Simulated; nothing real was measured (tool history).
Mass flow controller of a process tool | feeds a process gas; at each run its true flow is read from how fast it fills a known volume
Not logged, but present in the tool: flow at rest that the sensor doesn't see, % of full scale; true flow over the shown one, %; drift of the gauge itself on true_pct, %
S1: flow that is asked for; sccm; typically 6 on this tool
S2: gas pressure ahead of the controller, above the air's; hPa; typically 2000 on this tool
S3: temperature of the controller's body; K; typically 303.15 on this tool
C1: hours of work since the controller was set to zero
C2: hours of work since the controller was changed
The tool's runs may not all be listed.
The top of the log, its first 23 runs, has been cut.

run 24 day=246.933 | S1=5 S2=2000 S3=303.15 | C1=3991 C2=3991 | true_flow_(%)=99.23
run 25 day=260.346 | S1=5 S2=2000 S3=303.15 | C1=4142 C2=4142 | true_flow_(%)=99.13
run 26 day=274.558 | S1=9 S2=2000 S3=303.15 | C1=4303 C2=4303 | true_flow_(%)=99.16
run 27 day=287.804 | S1=11 S2=2660 S3=308.15 | C1=4453 C2=4453 | true_flow_(%)=99
run 28 day=299.783 | S1=11 S2=2660 S3=308.15 | C1=4589 C2=4589 | true_flow_(%)=99.15
run 29 day=311.704 | S1=6 S2=1690 S3=294.15 | C1=4724 C2=4724 | true_flow_(%)=99.89
run 30 day=319.833 | S1=6 S2=1690 S3=294.15 | C1=4816 C2=4816 | true_flow_(%)=99.91
run 31 day=329.421 | S1=12 S2=1540 S3=305.15 | C1=4924 C2=4924 | true_flow_(%)=99.19
run 32 day=336.321 | S1=12 S2=1540 S3=305.15 | C1=5002 C2=5002 | true_flow_(%)=99.13
run 33 day=346.217 | S1=12 S2=1540 S3=305.15 | C1=5114 C2=5114 | true_flow_(%)=99.23
run 34 day=357.662 | S1=12 S2=2430 S3=305.15 | C1=5244 C2=5244 | true_flow_(%)=99.3
run 35 day=373.208 | S1=12 S2=2430 S3=305.15 | C1=5420 C2=5420 | true_flow_(%)=99.35
run 36 day=380.917 | S1=13 S2=2430 S3=298.15 | C1=5507 C2=5507 | true_flow_(%)=99.89
run 37 day=390.117 | S1=11 S2=1490 S3=298.15 | C1=5611 C2=5611 | true_flow_(%)=99.75
run 38 day=405.438 | S1=3 S2=1970 S3=294.15 | C1=5784 C2=5784 | true_flow_(%)=99.99
-- day=408.608 controller exchanged for a calibrated one
run 39 day=420.717 | S1=3 S2=2240 S3=303.15 | C1=137 C2=137 | true_flow_(%)=99.19
run 40 day=431.371 | S1=3 S2=2240 S3=303.15 | C1=258 C2=258 | true_flow_(%)=99.25
run 41 day=441.733 | S1=6 S2=1410 S3=303.15 | C1=375 C2=375 | true_flow_(%)=99.14
run 42 day=448.742 | S1=6 S2=2290 S3=303.15 | C1=454 C2=454 | true_flow_(%)=99.27
run 43 day=456.575 | S1=5 S2=2680 S3=294.15 | C1=543 C2=543 | true_flow_(%)=100.13
run 44 day=466.646 | S1=5 S2=2680 S3=294.15 | C1=657 C2=657 | true_flow_(%)=100.05
run 45 day=478.612 | S1=5 S2=2680 S3=294.15 | C1=792 C2=792 | true_flow_(%)=100.06
run 46 day=485.588 | S1=18 S2=1480 S3=307.15 | C1=871 C2=871 | true_flow_(%)=99.1
run 47 day=496.667 | S1=4 S2=1770 S3=307.15 | C1=996 C2=996 | true_flow_(%)=98.77

Predict each of these 3 candidate next runs independently; none follows another, all start after run 47:
run A day=511.146 | S1=6 S2=1930 S3=303.15 | C1=1160 C2=1160 | true_flow_(%)=?
run B day=511.146 | S1=17 S2=2000 S3=302.15 | C1=1160 C2=1160 | true_flow_(%)=?
run C day=511.146 | S1=4 S2=1610 S3=312.15 | C1=1160 C2=1160 | true_flow_(%)=?

run=A true_flow_(%)=99.3
run=B true_flow_(%)=99.55
run=C true_flow_(%)=98.48
With no hidden state in the tool, these same runs would have given:
run=A true_flow_(%)=99.31
run=B true_flow_(%)=99.55
run=C true_flow_(%)=98.48
